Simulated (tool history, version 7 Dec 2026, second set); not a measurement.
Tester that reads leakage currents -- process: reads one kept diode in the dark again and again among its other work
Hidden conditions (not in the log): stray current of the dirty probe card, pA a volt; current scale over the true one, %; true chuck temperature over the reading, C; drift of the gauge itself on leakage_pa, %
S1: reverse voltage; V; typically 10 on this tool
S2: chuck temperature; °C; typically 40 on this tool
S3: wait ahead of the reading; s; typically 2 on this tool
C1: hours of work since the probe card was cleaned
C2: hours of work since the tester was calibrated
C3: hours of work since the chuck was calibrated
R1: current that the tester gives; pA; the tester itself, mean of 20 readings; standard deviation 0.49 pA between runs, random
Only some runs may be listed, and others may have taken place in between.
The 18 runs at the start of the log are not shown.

Run 19, day 25.438: usual settings but S1 12.8 V; C1 491; C2 1281; C3 354. Result: R1 189.38 pA.
Run 20, day 26.992: usual settings but S1 12.8 V; C1 512; C2 1302; C3 375. Result: R1 189.52 pA.
Run 21, day 28.792: usual settings but S1 12.8 V; C1 536; C2 1327; C3 399. Result: R1 191.23 pA.
Run 22, day 30.362: usual settings but S1 7.6 V; C1 558; C2 1348; C3 421. Result: R1 154.08 pA.
Run 23, day 31.442: usual settings but S1 7.6 V, S2 22 °C; C1 572; C2 1363; C3 436. Result: R1 35.8 pA.
At day 31.65: tester calibrated.
Run 24, day 32.579: usual settings but S2 32 °C, S3 7.98 s; C1 587; C2 13; C3 450. Result: R1 89.94 pA.
Run 25, day 33.817: usual settings but S1 13 V, S2 32 °C, S3 5.24 s; C1 604; C2 30; C3 467. Result: R1 101.17 pA.
At day 35.188: tester calibrated, once more.
Run 26, day 35.433: usual settings but S1 13 V, S2 32 °C, S3 3.51 s; C1 625; C2 3; C3 488. Result: R1 104.45 pA.
Run 27, day 37.042: usual settings but S1 1.3 V, S3 0.35 s; C1 646; C2 25; C3 510. Result: R1 78.53 pA.
Run 28, day 38.858: usual settings but S1 3.8 V, S2 29 °C, S3 1.55 s; C1 671; C2 50; C3 534. Result: R1 48.84 pA.
Run 29, day 39.671: usual settings but S1 1.4 V, S2 31 °C, S3 1.11 s; C1 682; C2 61; C3 545. Result: R1 38.23 pA.
Run 30, day 41.479: usual settings but S1 1.4 V, S2 31 °C, S3 1.11 s; C1 707; C2 86; C3 570. Result: R1 38.28 pA.
Run 31, day 42.433: usual settings but S1 1.4 V, S2 31 °C, S3 1.11 s; C1 720; C2 99; C3 583. Result: R1 38.12 pA.
Run 32, day 43.85: usual settings but S1 1.4 V, S2 31 °C, S3 1.11 s; C1 739; C2 118; C3 602. Result: R1 38.39 pA.
Run 33, day 45.158: usual settings but S1 7.8 V, S2 58 °C, S3 0.56 s; C1 757; C2 136; C3 620. Result: R1 642.55 pA.
Run 34, day 46.346: usual settings but S1 2 V, S3 5.79 s; C1 773; C2 152; C3 636. Result: R1 93.57 pA.
Run 35, day 47.225: usual settings but S1 6.1 V, S2 41 °C; C1 785; C2 164; C3 648. Result: R1 160.03 pA.
Run 36, day 48.308: usual settings but S1 6.1 V, S2 35 °C, S3 0.42 s; C1 800; C2 179; C3 663. Result: R1 103.03 pA.
Run 37, day 49.142: usual settings but S1 6.1 V, S2 35 °C, S3 0.42 s; C1 811; C2 190; C3 674. Result: R1 102.86 pA.
Run 38, day 50.562: usual settings but S1 6.1 V, S2 35 °C, S3 0.42 s; C1 831; C2 209; C3 694. Result: R1 103.6 pA.
Run 39, day 52.546: usual settings but S2 30 °C; C1 858; C2 236; C3 721. Result: R1 84.05 pA.

Here are 4 independent what-if runs from the current tool condition. What would each one return?
Run A, day 53.804: usual settings but S1 14 V, S2 30 °C, S3 7.65 s; C1 875; C2 253; C3 738. Result: R1 ?.
Run B, day 53.804: usual settings but S1 1.4 V, S3 0.65 s; C1 875; C2 253; C3 738. Result: R1 ?.
Run C, day 53.804: usual settings but S1 3.3 V, S2 25 °C; C1 875; C2 253; C3 738. Result: R1 ?.
Run D, day 53.804: usual settings but S3 1.05 s; C1 875; C2 253; C3 738. Result: R1 ?.

run      R1
  A   96.67
  B   82.79
  C   34.22
  D  186.49
Stripped of hidden state, with their random variation kept, the same runs would have yielded:
run      R1
  A      79
  B   74.45
  C   28.89
  D  163.72

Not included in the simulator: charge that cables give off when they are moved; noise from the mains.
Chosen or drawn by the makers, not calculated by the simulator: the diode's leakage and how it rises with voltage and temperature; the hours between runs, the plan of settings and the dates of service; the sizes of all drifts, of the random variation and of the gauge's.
